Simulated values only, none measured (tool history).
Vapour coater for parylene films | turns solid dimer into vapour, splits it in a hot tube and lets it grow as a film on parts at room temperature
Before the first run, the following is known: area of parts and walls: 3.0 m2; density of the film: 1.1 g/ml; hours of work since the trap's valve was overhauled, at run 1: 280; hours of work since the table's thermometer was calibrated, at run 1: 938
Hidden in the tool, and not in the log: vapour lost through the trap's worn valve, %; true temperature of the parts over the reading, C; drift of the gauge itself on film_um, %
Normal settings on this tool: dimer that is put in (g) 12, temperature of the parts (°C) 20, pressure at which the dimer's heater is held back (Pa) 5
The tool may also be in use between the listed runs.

run    hour  dimer that is put in (g)  temperature of the parts (°C)  pressure at which the dimer's heater is held back (Pa)  hours of work since the trap's valve was overhauled  hours of work since the table's thermometer was calibrated  thickness of the film (µm)
  1       0                        12                             20                                                       5                                                  280                                                         938                        2.67
  2    38.1                        12                             20                                                    8.63                                                  307                                                         965                        2.61
  3    79.6                        12                             20                                                    8.63                                                  335                                                         994                        2.59
  4    98.9                        12                             17                                                       5                                                  349                                                        1007                        2.94
  5   138.6                        12                             17                                                       5                                                  376                                                        1034                        2.97
  6   180.6                        12                             17                                                       5                                                  405                                                        1063                        3.04
  7     225                        12                             14                                                       5                                                  436                                                        1094                        3.38
  8   268.1                        12                             14                                                       5                                                  466                                                        1124                        3.38
  9     298                        12                             14                                                       5                                                  487                                                        1145                        3.43
 10   328.9                         5                             20                                                       5                                                  508                                                        1166                        1.09
 11   362.6                         5                             20                                                       5                                                  531                                                        1190                         1.1
 12   383.2                        12                             20                                                       5                                                  546                                                        1204                        2.63
      424.3  -- trap's valve overhauled
 13   428.3                        12                             20                                                       5                                                    3                                                        1232                        2.62
 14   450.2                         8                             20                                                       5                                                   18                                                        1247                        1.76
 15   475.6                         8                             20                                                       5                                                   36                                                        1265                        1.77
 16   509.3                         8                             20                                                       5                                                   59                                                        1288                        1.72
 17     557                        12                             20                                                       5                                                   92                                                        1321                        2.64
 18   584.2                        12                             20                                                       5                                                  111                                                        1340                         2.6
 19   612.5                        12                             20                                                    3.64                                                  130                                                        1360                        2.69
 20   648.9                        12                             20                                                    3.64                                                  156                                                        1385                        2.68
 21   692.9                        11                             15                                                    3.64                                                  186                                                        1415                        3.07
 22   729.9                        11                             15                                                    3.64                                                  212                                                        1441                        3.06
 23   760.6                        11                             15                                                    3.64                                                  233                                                        1462                        3.02
 24   794.8                         5                             17                                                    3.64                                                  257                                                        1486                        1.28
 25   833.7                         5                             13                                                    2.99                                                  284                                                        1513                        1.49
 26   853.5                        17                             13                                                    8.01                                                  297                                                        1527                        4.84
 27   898.4                        17                             13                                                    8.01                                                  328                                                        1558                        4.89
 28   922.2                         9                             25                                                   10.88                                                  345                                                        1574                        1.54
 29   953.6                         7                             23                                                    4.71                                                  367                                                        1596                        1.36
 30     982                         7                             16                                                    5.15                                                  386                                                        1616                        1.82
 31  1015.1                         8                             16                                                    2.27                                                  409                                                        1639                        2.19
 32  1049.2                         9                             14                                                    2.53                                                  433                                                        1662                        2.67
 33    1081                         5                             13                                                     2.3                                                  455                                                        1684                         1.5
 34  1123.4                         7                             28                                                   11.15                                                  484                                                        1714                        1.05
 35    1164                        12                             17                                                       5                                                  512                                                        1742                        3.04
 36  1208.9                        15                             12                                                    2.75                                                  543                                                        1773                        4.42
 37  1245.1                        12                             15                                                    2.87                                                  568                                                        1798                        3.32
     1255.2  -- trap's valve overhauled
 38    1283                         9                             12                                                    2.59                                                   19                                                        1821                        2.73

Branching from run 38: 3 alternative next runs. What would each branch give?
  A  1324.8                         9                             19                                                    2.59                                                   48                                                        1850                           ?
  B  1324.8                        21                             12                                                    5.37                                                   48                                                        1850                           ?
  C  1324.8                         9                             13                                                    5.32                                                   48                                                        1850                           ?

run  thickness of the film (µm)
  A                        2.16
  B                        6.32
  C                        2.65
Stripped of hidden state, with their random variation kept, the same runs would have yielded:
run  thickness of the film (µm)
  A                        2.16
  B                        6.32
  C                        2.66
